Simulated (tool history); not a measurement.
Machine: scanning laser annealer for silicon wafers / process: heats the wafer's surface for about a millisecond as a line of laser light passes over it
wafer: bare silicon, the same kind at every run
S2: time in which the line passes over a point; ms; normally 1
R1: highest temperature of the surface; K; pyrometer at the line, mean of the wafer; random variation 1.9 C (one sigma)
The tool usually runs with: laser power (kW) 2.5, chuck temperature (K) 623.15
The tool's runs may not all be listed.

run 1 hour=0 | laser_power_(kW)=2.5 S2=1 chuck_temperature_(K)=623.15 | R1=1385.15
run 2 hour=10.2 | laser_power_(kW)=2.5 S2=1 chuck_temperature_(K)=623.15 | R1=1382.15
run 3 hour=18.3 | laser_power_(kW)=2.336 S2=1 chuck_temperature_(K)=623.15 | R1=1331.15
run 4 hour=23.9 | laser_power_(kW)=2.336 S2=1 chuck_temperature_(K)=603.15 | R1=1309.15
run 5 hour=35.6 | laser_power_(kW)=2.336 S2=1 chuck_temperature_(K)=603.15 | R1=1310.15
run 6 hour=46.3 | laser_power_(kW)=2.5 S2=1 chuck_temperature_(K)=617.15 | R1=1376.15
run 7 hour=56.6 | laser_power_(kW)=2.5 S2=1 chuck_temperature_(K)=623.15 | R1=1383.15
run 8 hour=64.4 | laser_power_(kW)=2.5 S2=1 chuck_temperature_(K)=623.15 | R1=1378.15
run 9 hour=70.3 | laser_power_(kW)=2.486 S2=1 chuck_temperature_(K)=624.15 | R1=1376.15
run 10 hour=81.3 | laser_power_(kW)=2.132 S2=0.71 chuck_temperature_(K)=616.15 | R1=1156.15
run 11 hour=92.8 | laser_power_(kW)=2.132 S2=0.71 chuck_temperature_(K)=650.15 | R1=1188.15
run 12 hour=99.3 | laser_power_(kW)=2.504 S2=1.05 chuck_temperature_(K)=595.15 | R1=1371.15
run 13 hour=107.1 | laser_power_(kW)=2.259 S2=1.11 chuck_temperature_(K)=634.15 | R1=1351.15
run 14 hour=118.7 | laser_power_(kW)=2.495 S2=1 chuck_temperature_(K)=654.15 | R1=1407.15

The logged runs with the hidden state left out (each run's random variation unchanged):
What the log doesn't record here: light that passes the window, % of a clean one's; laser's true power over the reading, %; width of the line over the set one, %; drift of the gauge itself on peak_c, C.
run=1 R1=1404.15
run=2 R1=1401.15
run=3 R1=1349.15
run=4 R1=1328.15
run=5 R1=1330.15
run=6 R1=1398.15
run=7 R1=1404.15
run=8 R1=1400.15
run=9 R1=1398.15
run=10 R1=1172.15
run=11 R1=1204.15
run=12 R1=1395.15
run=13 R1=1374.15
run=14 R1=1431.15

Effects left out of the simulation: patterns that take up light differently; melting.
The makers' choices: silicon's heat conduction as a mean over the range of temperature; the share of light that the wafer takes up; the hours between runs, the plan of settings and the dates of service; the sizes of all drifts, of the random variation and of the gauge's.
